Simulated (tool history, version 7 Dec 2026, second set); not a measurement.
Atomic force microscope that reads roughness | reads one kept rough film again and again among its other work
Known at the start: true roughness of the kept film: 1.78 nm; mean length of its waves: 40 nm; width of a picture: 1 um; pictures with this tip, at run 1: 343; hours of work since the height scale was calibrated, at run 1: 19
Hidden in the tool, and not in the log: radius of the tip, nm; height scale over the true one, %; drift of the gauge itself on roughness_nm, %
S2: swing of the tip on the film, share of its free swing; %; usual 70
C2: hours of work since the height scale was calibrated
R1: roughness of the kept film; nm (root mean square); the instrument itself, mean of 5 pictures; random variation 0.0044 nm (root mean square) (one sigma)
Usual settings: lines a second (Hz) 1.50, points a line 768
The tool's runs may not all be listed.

run 1 hour=0.0 | lines_a_second_(Hz)=1.50 S2=70 points_a_line=768 | pictures_with_this_tip=343 C2=19 | R1=1.603
run 2 hour=17.5 | lines_a_second_(Hz)=1.50 S2=70 points_a_line=768 | pictures_with_this_tip=357 C2=28 | R1=1.601
-- hour=37.4 new tip fitted
run 3 hour=39.1 | lines_a_second_(Hz)=1.50 S2=70 points_a_line=768 | pictures_with_this_tip=2 C2=40 | R1=1.656
run 4 hour=59.6 | lines_a_second_(Hz)=1.50 S2=70 points_a_line=768 | pictures_with_this_tip=18 C2=50 | R1=1.652
run 5 hour=95.1 | lines_a_second_(Hz)=1.50 S2=70 points_a_line=768 | pictures_with_this_tip=46 C2=69 | R1=1.658
run 6 hour=118.0 | lines_a_second_(Hz)=1.50 S2=70 points_a_line=822 | pictures_with_this_tip=65 C2=81 | R1=1.648
run 7 hour=154.3 | lines_a_second_(Hz)=1.50 S2=70 points_a_line=822 | pictures_with_this_tip=94 C2=100 | R1=1.630
run 8 hour=179.0 | lines_a_second_(Hz)=1.50 S2=70 points_a_line=822 | pictures_with_this_tip=114 C2=112 | R1=1.632
run 9 hour=203.1 | lines_a_second_(Hz)=1.50 S2=70 points_a_line=768 | pictures_with_this_tip=133 C2=125 | R1=1.639
run 10 hour=222.4 | lines_a_second_(Hz)=1.50 S2=70 points_a_line=495 | pictures_with_this_tip=148 C2=135 | R1=1.634
run 11 hour=242.6 | lines_a_second_(Hz)=1.50 S2=70 points_a_line=495 | pictures_with_this_tip=165 C2=146 | R1=1.624
run 12 hour=266.1 | lines_a_second_(Hz)=1.50 S2=70 points_a_line=495 | pictures_with_this_tip=183 C2=158 | R1=1.625
run 13 hour=294.4 | lines_a_second_(Hz)=1.50 S2=70 points_a_line=495 | pictures_with_this_tip=206 C2=173 | R1=1.621
run 14 hour=329.2 | lines_a_second_(Hz)=1.50 S2=70 points_a_line=768 | pictures_with_this_tip=234 C2=191 | R1=1.622
run 15 hour=350.4 | lines_a_second_(Hz)=1.50 S2=70 points_a_line=768 | pictures_with_this_tip=251 C2=202 | R1=1.616
run 16 hour=374.9 | lines_a_second_(Hz)=1.50 S2=70 points_a_line=768 | pictures_with_this_tip=271 C2=215 | R1=1.610
-- hour=377.9 height scale calibrated on a step standard
run 17 hour=401.8 | lines_a_second_(Hz)=1.50 S2=70 points_a_line=704 | pictures_with_this_tip=291 C2=12 | R1=1.610
run 18 hour=416.8 | lines_a_second_(Hz)=1.50 S2=70 points_a_line=704 | pictures_with_this_tip=304 C2=20 | R1=1.601
run 19 hour=439.6 | lines_a_second_(Hz)=0.86 S2=70 points_a_line=469 | pictures_with_this_tip=322 C2=32 | R1=1.622
run 20 hour=461.2 | lines_a_second_(Hz)=1.29 S2=89 points_a_line=767 | pictures_with_this_tip=339 C2=43 | R1=1.527
run 21 hour=478.5 | lines_a_second_(Hz)=0.76 S2=76 points_a_line=566 | pictures_with_this_tip=353 C2=52 | R1=1.612
-- hour=501.6 new tip fitted
run 22 hour=513.0 | lines_a_second_(Hz)=1.29 S2=59 points_a_line=490 | pictures_with_this_tip=9 C2=70 | R1=1.688
run 23 hour=549.4 | lines_a_second_(Hz)=0.78 S2=71 points_a_line=738 | pictures_with_this_tip=38 C2=89 | R1=1.670
-- hour=556.4 height scale calibrated on a step standard, once more
run 24 hour=576.0 | lines_a_second_(Hz)=1.50 S2=68 points_a_line=738 | pictures_with_this_tip=59 C2=10 | R1=1.651
run 25 hour=590.9 | lines_a_second_(Hz)=2.34 S2=70 points_a_line=292 | pictures_with_this_tip=71 C2=18 | R1=1.599
run 26 hour=617.4 | lines_a_second_(Hz)=2.46 S2=70 points_a_line=434 | pictures_with_this_tip=92 C2=32 | R1=1.595
run 27 hour=647.8 | lines_a_second_(Hz)=2.46 S2=88 points_a_line=434 | pictures_with_this_tip=116 C2=48 | R1=1.449
run 28 hour=682.2 | lines_a_second_(Hz)=0.68 S2=84 points_a_line=770 | pictures_with_this_tip=144 C2=66 | R1=1.636
run 29 hour=701.0 | lines_a_second_(Hz)=0.68 S2=84 points_a_line=770 | pictures_with_this_tip=159 C2=75 | R1=1.630
run 30 hour=716.8 | lines_a_second_(Hz)=0.73 S2=84 points_a_line=770 | pictures_with_this_tip=172 C2=84 | R1=1.624
run 31 hour=750.3 | lines_a_second_(Hz)=0.64 S2=58 points_a_line=744 | pictures_with_this_tip=199 C2=101 | R1=1.679
run 32 hour=773.9 | lines_a_second_(Hz)=0.64 S2=58 points_a_line=744 | pictures_with_this_tip=218 C2=113 | R1=1.671
run 33 hour=798.8 | lines_a_second_(Hz)=1.06 S2=76 points_a_line=540 | pictures_with_this_tip=238 C2=126 | R1=1.620
run 34 hour=833.7 | lines_a_second_(Hz)=1.32 S2=60 points_a_line=498 | pictures_with_this_tip=265 C2=145 | R1=1.644
run 35 hour=863.9 | lines_a_second_(Hz)=3.02 S2=60 points_a_line=581 | pictures_with_this_tip=290 C2=160 | R1=1.606
run 36 hour=886.8 | lines_a_second_(Hz)=2.84 S2=70 points_a_line=344 | pictures_with_this_tip=308 C2=172 | R1=1.544

3 ways to go on from here, each from the tool as it stands after run 36. What would each give?
run A hour=910.7 | lines_a_second_(Hz)=1.26 S2=65 points_a_line=336 | pictures_with_this_tip=327 C2=185 | R1=?
run B hour=910.7 | lines_a_second_(Hz)=1.50 S2=63 points_a_line=768 | pictures_with_this_tip=327 C2=185 | R1=?
run C hour=910.7 | lines_a_second_(Hz)=1.56 S2=87 points_a_line=280 | pictures_with_this_tip=327 C2=185 | R1=?

run=A R1=1.608
run=B R1=1.622
run=C R1=1.497
Without the tool's hidden state the same runs would have given:
run=A R1=1.666
run=B R1=1.680
run=C R1=1.551
